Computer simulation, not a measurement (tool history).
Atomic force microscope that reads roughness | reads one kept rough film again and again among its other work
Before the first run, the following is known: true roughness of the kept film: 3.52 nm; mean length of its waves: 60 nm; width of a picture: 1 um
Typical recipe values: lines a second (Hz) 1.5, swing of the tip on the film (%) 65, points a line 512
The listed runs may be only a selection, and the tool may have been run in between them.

run,day,lines a second (Hz),swing of the tip on the film (%),points a line,roughness of the kept film (nm (root mean square))
1,0,1.5,65,512,3.155
2,0.275,0.68,65,512,3.273
3,0.504,1.5,65,512,3.132
4,0.683,1.5,65,512,3.12
5,0.871,1.5,65,512,3.117
6,1.062,0.64,65,512,3.237
7,1.262,0.64,65,512,3.225
8,1.604,0.64,65,512,3.221
9,1.788,0.64,65,512,3.203
10,1.975,0.64,65,512,3.21
11,2.308,1.5,65,512,3.091
12,2.592,1.5,65,512,3.087
13,2.983,1.5,65,512,3.043
14,3.175,1.5,65,512,3.058
15,3.438,1.5,65,512,3.035
# day 3.588: new tip fitted
16,3.762,1.64,65,512,3.175
17,4.092,1.64,65,512,3.157
18,4.375,1.64,65,512,3.148
19,4.654,3.38,65,522,2.923
20,4.867,3.38,67,522,2.868
21,5.279,3.38,67,522,2.843
22,5.583,3.38,67,522,2.85
23,5.842,3.38,67,522,2.836
24,6.254,1.5,65,643,3.13
25,6.479,2,78,643,2.75
26,6.879,2,78,643,2.729
27,7.275,1.02,78,450,2.99
28,7.621,0.64,60,450,3.258
29,7.929,0.8,58,295,3.227
30,8.154,0.5,80,638,3.099
31,8.55,1.48,80,453,2.787
32,8.804,1.06,70,430,3.025
# day 8.858: new tip fitted
33,9.083,0.59,67,430,3.315

Had the tool no unlogged condition, and each run kept its random variation, what would the results have been?
What the log doesn't record here: radius of the tip, nm; height scale over the true one, %; drift of the gauge itself on roughness_nm, %.
run,roughness of the kept film (nm (root mean square))
1,3.216
2,3.345
3,3.208
4,3.201
5,3.205
6,3.334
7,3.328
8,3.335
9,3.323
10,3.336
11,3.222
12,3.227
13,3.194
14,3.216
15,3.201
16,3.186
17,3.18
18,3.181
19,2.962
20,2.913
21,2.9
22,2.916
23,2.91
24,3.226
25,2.84
26,2.831
27,3.114
28,3.406
29,3.383
30,3.257
31,2.942
32,3.2
33,3.331
